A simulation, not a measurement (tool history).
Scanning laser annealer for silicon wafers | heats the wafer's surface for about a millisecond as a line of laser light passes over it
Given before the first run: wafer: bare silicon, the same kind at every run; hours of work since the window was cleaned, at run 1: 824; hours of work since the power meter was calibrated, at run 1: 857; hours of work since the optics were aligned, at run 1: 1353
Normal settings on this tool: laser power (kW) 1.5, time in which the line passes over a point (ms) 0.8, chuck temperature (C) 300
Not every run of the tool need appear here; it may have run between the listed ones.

| run | hour | laser power (kW) | time in which the line passes over a point (ms) | chuck temperature (C) | hours of work since the window was cleaned | hours of work since the power meter was calibrated | hours of work since the optics were aligned | highest temperature of the surface (C) |
|---|---|---|---|---|---|---|---|---|
| 1 | 0 | 1.5 | 0.8 | 300 | 824 | 857 | 1353 | 1093 |
| 2 | 38.2 | 1.5 | 0.8 | 300 | 847 | 881 | 1376 | 1093 |
| 3 | 78.5 | 1.5 | 0.8 | 300 | 872 | 906 | 1401 | 1090 |
| 4 | 109.4 | 1.5 | 0.8 | 300 | 892 | 925 | 1420 | 1091 |
| 5 | 143.5 | 1.61 | 0.8 | 300 | 913 | 946 | 1441 | 1146 |
| 6 | 174.2 | 1.5 | 0.831 | 300 | 932 | 965 | 1460 | 1101 |
| 7 | 220.1 | 1.5 | 0.831 | 300 | 960 | 994 | 1489 | 1100 |
|  | 260.5 | window over the wafer cleaned |
| 8 | 263.5 | 1.5 | 0.831 | 278 | 2 | 1019 | 1515 | 1050 |
| 9 | 294.2 | 1.5 | 0.831 | 278 | 21 | 1038 | 1533 | 1052 |
| 10 | 317.3 | 1.5 | 0.8 | 300 | 35 | 1053 | 1548 | 1056 |
| 11 | 341.6 | 1.5 | 0.8 | 300 | 50 | 1068 | 1563 | 1057 |
|  | 367.6 | window over the wafer cleaned, once more |
| 12 | 384 | 1.5 | 0.8 | 300 | 10 | 1093 | 1588 | 1128 |
|  | 416 | optics aligned, line set to its width |
| 13 | 433.6 | 1.5 | 0.8 | 312 | 38 | 1120 | 11 | 1151 |
| 14 | 455.1 | 1.5 | 0.8 | 312 | 51 | 1134 | 24 | 1150 |
| 15 | 476.3 | 1.5 | 0.777 | 312 | 64 | 1147 | 37 | 1137 |
| 16 | 505.7 | 1.5 | 0.777 | 312 | 82 | 1165 | 56 | 1136 |
| 17 | 546.9 | 1.5 | 0.777 | 312 | 108 | 1190 | 81 | 1133 |
| 18 | 588.3 | 1.397 | 0.907 | 283 | 134 | 1216 | 107 | 1109 |
| 19 | 610.3 | 1.397 | 0.907 | 283 | 147 | 1230 | 120 | 1110 |
| 20 | 637.9 | 1.436 | 0.778 | 266 | 164 | 1247 | 137 | 1052 |
| 21 | 657.5 | 1.326 | 0.85 | 273 | 176 | 1259 | 150 | 1031 |
| 22 | 698.8 | 1.453 | 0.565 | 329 | 202 | 1285 | 175 | 1006 |
| 23 | 720.2 | 1.453 | 0.565 | 329 | 215 | 1298 | 188 | 1008 |
| 24 | 747.4 | 1.328 | 0.87 | 295 | 232 | 1315 | 205 | 1062 |
| 25 | 793.5 | 1.383 | 0.837 | 300 | 261 | 1343 | 234 | 1075 |
| 26 | 834.2 | 1.383 | 0.837 | 300 | 286 | 1368 | 259 | 1079 |
| 27 | 864.4 | 1.448 | 0.8 | 300 | 305 | 1387 | 278 | 1093 |
| 28 | 884.5 | 1.289 | 0.8 | 300 | 317 | 1400 | 290 | 1009 |
| 29 | 913.5 | 1.289 | 0.8 | 300 | 335 | 1418 | 308 | 1008 |
| 30 | 959.3 | 1.451 | 0.8 | 319 | 363 | 1446 | 336 | 1112 |
| 31 | 1006 | 1.451 | 0.8 | 319 | 392 | 1475 | 365 | 1111 |

Each row is a separate what-if for the run after 31, all from the same tool condition, not one after another. Results?
| A | 1050.8 | 1.33 | 0.763 | 285 | 420 | 1503 | 393 | ? |
| B | 1050.8 | 1.497 | 0.8 | 319 | 420 | 1503 | 393 | ? |
| C | 1050.8 | 1.5 | 0.8 | 272 | 420 | 1503 | 393 | ? |
| D | 1050.8 | 1.487 | 0.8 | 319 | 420 | 1503 | 393 | ? |
| E | 1050.8 | 1.643 | 0.564 | 319 | 420 | 1503 | 393 | ? |

| run | highest temperature of the surface (C) |
|---|---|
| A | 993 |
| B | 1132 |
| C | 1084 |
| D | 1131 |
| E | 1071 |
Stripped of hidden state, with their random variation kept, the same runs would have yielded:
| run | highest temperature of the surface (C) |
|---|---|
| A | 1018 |
| B | 1161 |
| C | 1113 |
| D | 1159 |
| E | 1098 |

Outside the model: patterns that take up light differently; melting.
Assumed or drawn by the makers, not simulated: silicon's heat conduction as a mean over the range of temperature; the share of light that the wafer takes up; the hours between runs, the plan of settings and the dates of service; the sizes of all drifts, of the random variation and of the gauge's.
